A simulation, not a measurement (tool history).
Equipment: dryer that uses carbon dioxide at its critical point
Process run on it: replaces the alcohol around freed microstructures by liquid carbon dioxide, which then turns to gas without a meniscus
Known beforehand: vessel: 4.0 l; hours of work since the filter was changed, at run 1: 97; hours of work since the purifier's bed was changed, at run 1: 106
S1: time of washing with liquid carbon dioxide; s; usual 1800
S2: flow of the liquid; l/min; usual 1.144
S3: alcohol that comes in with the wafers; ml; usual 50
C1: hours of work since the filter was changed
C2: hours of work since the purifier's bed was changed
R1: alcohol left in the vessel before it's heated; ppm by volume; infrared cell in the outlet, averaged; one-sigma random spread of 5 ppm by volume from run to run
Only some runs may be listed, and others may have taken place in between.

{"run": 1, "hour": 0.0, "S1": 1800, "S2": 1.144, "S3": 50, "C1": 97, "C2": 106, "R1": 23}
{"run": 2, "hour": 9.9, "S1": 1800, "S2": 1.144, "S3": 50, "C1": 101, "C2": 110, "R1": 26}
{"run": 3, "hour": 23.6, "S1": 1800, "S2": 1.144, "S3": 50, "C1": 106, "C2": 116, "R1": 21}
{"run": 4, "hour": 35.7, "S1": 1800, "S2": 0.71, "S3": 50, "C1": 111, "C2": 120, "R1": 125}
{"run": 5, "hour": 47.0, "S1": 1800, "S2": 1.144, "S3": 87, "C1": 115, "C2": 125, "R1": 28}
{"run": 6, "hour": 61.1, "S1": 1800, "S2": 1.144, "S3": 87, "C1": 120, "C2": 130, "R1": 35}
{"run": 7, "hour": 70.4, "S1": 1800, "S2": 1.144, "S3": 87, "C1": 124, "C2": 134, "R1": 41}
{"run": 8, "hour": 82.8, "S1": 1800, "S2": 1.144, "S3": 50, "C1": 129, "C2": 139, "R1": 30}
{"run": 9, "hour": 91.9, "S1": 1800, "S2": 1.144, "S3": 50, "C1": 132, "C2": 142, "R1": 28}
{"run": 10, "hour": 104.8, "S1": 1800, "S2": 1.144, "S3": 50, "C1": 137, "C2": 147, "R1": 31}
{"run": 11, "hour": 115.6, "S1": 2340, "S2": 1.144, "S3": 77, "C1": 142, "C2": 151, "R1": 24}
{"run": 12, "hour": 125.1, "S1": 2340, "S2": 1.144, "S3": 77, "C1": 145, "C2": 155, "R1": 24}
{"run": 13, "hour": 135.4, "S1": 2340, "S2": 1.144, "S3": 118, "C1": 149, "C2": 159, "R1": 26}
{"run": 14, "hour": 150.3, "S1": 1800, "S2": 1.02, "S3": 50, "C1": 155, "C2": 165, "R1": 43}
{"run": 15, "hour": 161.2, "S1": 1800, "S2": 1.02, "S3": 50, "C1": 159, "C2": 169, "R1": 50}
{"run": 16, "hour": 169.7, "S1": 2700, "S2": 1.58, "S3": 64, "C1": 163, "C2": 172, "R1": 20}

Consider 4 possible next runs. They are alternatives, not a sequence: every one starts from the tool as it was left by run 16. What does each give?
{"run": "A", "hour": 180.3, "S1": 1080, "S2": 1.52, "S3": 109, "C1": 167, "C2": 176, "R1": "?"}
{"run": "B", "hour": 180.3, "S1": 1800, "S2": 1.144, "S3": 38, "C1": 167, "C2": 176, "R1": "?"}
{"run": "C", "hour": 180.3, "S1": 1920, "S2": 1.03, "S3": 91, "C1": 167, "C2": 176, "R1": "?"}
{"run": "D", "hour": 180.3, "S1": 1680, "S2": 0.94, "S3": 54, "C1": 167, "C2": 176, "R1": "?"}

run=A R1=101
run=B R1=40
run=C R1=48
run=D R1=70
Stripped of hidden state, with their random variation kept, the same runs would have yielded:
run=A R1=55
run=B R1=13
run=C R1=16
run=D R1=34

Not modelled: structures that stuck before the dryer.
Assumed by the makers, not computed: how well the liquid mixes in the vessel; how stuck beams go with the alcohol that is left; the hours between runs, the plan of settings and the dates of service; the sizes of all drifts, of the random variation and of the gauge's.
